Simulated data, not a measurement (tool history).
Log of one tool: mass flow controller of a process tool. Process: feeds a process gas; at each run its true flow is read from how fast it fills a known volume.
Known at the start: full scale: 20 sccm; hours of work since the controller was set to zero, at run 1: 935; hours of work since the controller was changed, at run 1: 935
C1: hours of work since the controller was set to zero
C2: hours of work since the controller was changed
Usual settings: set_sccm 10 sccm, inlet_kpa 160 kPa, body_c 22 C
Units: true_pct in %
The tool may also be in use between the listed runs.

{"run": 1, "hour": 0.0, "set_sccm": 10, "inlet_kpa": 160, "body_c": 22, "C1": 935, "C2": 935, "true_pct": 97.96}
{"run": 2, "hour": 73.8, "set_sccm": 10, "inlet_kpa": 160, "body_c": 22, "C1": 989, "C2": 989, "true_pct": 98.12}
{"run": 3, "hour": 144.8, "set_sccm": 10, "inlet_kpa": 160, "body_c": 22, "C1": 1041, "C2": 1041, "true_pct": 98.09}
{"run": 4, "hour": 224.3, "set_sccm": 7, "inlet_kpa": 160, "body_c": 22, "C1": 1099, "C2": 1099, "true_pct": 97.82}
{"run": 5, "hour": 291.3, "set_sccm": 7, "inlet_kpa": 160, "body_c": 22, "C1": 1148, "C2": 1148, "true_pct": 97.82}
{"run": 6, "hour": 383.6, "set_sccm": 7, "inlet_kpa": 160, "body_c": 22, "C1": 1215, "C2": 1215, "true_pct": 97.71}
{"run": 7, "hour": 465.3, "set_sccm": 10, "inlet_kpa": 160, "body_c": 22, "C1": 1275, "C2": 1275, "true_pct": 98.17}
{"run": 8, "hour": 504.3, "set_sccm": 10, "inlet_kpa": 160, "body_c": 22, "C1": 1303, "C2": 1303, "true_pct": 98.05}
{"run": 9, "hour": 547.6, "set_sccm": 10, "inlet_kpa": 160, "body_c": 22, "C1": 1335, "C2": 1335, "true_pct": 98.08}
{"run": 10, "hour": 638.4, "set_sccm": 10, "inlet_kpa": 160, "body_c": 22, "C1": 1401, "C2": 1401, "true_pct": 98.13}
{"run": 11, "hour": 704.8, "set_sccm": 10, "inlet_kpa": 160, "body_c": 22, "C1": 1449, "C2": 1449, "true_pct": 98.24}
{"run": 12, "hour": 756.3, "set_sccm": 10, "inlet_kpa": 160, "body_c": 21, "C1": 1487, "C2": 1487, "true_pct": 98.11}
{"run": 13, "hour": 845.2, "set_sccm": 7, "inlet_kpa": 248, "body_c": 22, "C1": 1552, "C2": 1552, "true_pct": 98.06}
{"run": 14, "hour": 918.0, "set_sccm": 6, "inlet_kpa": 152, "body_c": 23, "C1": 1605, "C2": 1605, "true_pct": 97.92}
{"run": 15, "hour": 990.1, "set_sccm": 7, "inlet_kpa": 152, "body_c": 25, "C1": 1657, "C2": 1657, "true_pct": 98.36}
{"hour": 998.4, "done": "controller's zero set anew"}
{"run": 16, "hour": 1029.2, "set_sccm": 12, "inlet_kpa": 244, "body_c": 34, "C1": 22, "C2": 1685, "true_pct": 100.15}
{"run": 17, "hour": 1091.8, "set_sccm": 4, "inlet_kpa": 192, "body_c": 32, "C1": 68, "C2": 1731, "true_pct": 100.43}
{"run": 18, "hour": 1134.5, "set_sccm": 13, "inlet_kpa": 199, "body_c": 32, "C1": 99, "C2": 1762, "true_pct": 100.01}
{"run": 19, "hour": 1209.2, "set_sccm": 13, "inlet_kpa": 199, "body_c": 32, "C1": 154, "C2": 1816, "true_pct": 99.99}
{"run": 20, "hour": 1291.2, "set_sccm": 10, "inlet_kpa": 152, "body_c": 36, "C1": 213, "C2": 1876, "true_pct": 100.09}
{"run": 21, "hour": 1345.3, "set_sccm": 10, "inlet_kpa": 269, "body_c": 20, "C1": 253, "C2": 1916, "true_pct": 98.76}
{"run": 22, "hour": 1432.7, "set_sccm": 10, "inlet_kpa": 162, "body_c": 30, "C1": 317, "C2": 1979, "true_pct": 99.65}

5 ways to go on from here, each from the tool as it stands after run 22. What would each give?
{"run": "A", "hour": 1495.2, "set_sccm": 3, "inlet_kpa": 225, "body_c": 30, "C1": 362, "C2": 2025, "true_pct": "?"}
{"run": "B", "hour": 1495.2, "set_sccm": 9, "inlet_kpa": 197, "body_c": 34, "C1": 362, "C2": 2025, "true_pct": "?"}
{"run": "C", "hour": 1495.2, "set_sccm": 10, "inlet_kpa": 162, "body_c": 36, "C1": 362, "C2": 2025, "true_pct": "?"}
{"run": "D", "hour": 1495.2, "set_sccm": 10, "inlet_kpa": 162, "body_c": 21, "C1": 362, "C2": 2025, "true_pct": "?"}
{"run": "E", "hour": 1495.2, "set_sccm": 5, "inlet_kpa": 147, "body_c": 38, "C1": 362, "C2": 2025, "true_pct": "?"}

run=A true_pct=101.38
run=B true_pct=100.00
run=C true_pct=100.15
run=D true_pct=98.67
run=E true_pct=100.71
Without the tool's hidden state the same runs would have given:
run=A true_pct=97.77
run=B true_pct=99.09
run=C true_pct=99.38
run=D true_pct=97.90
run=E true_pct=98.72
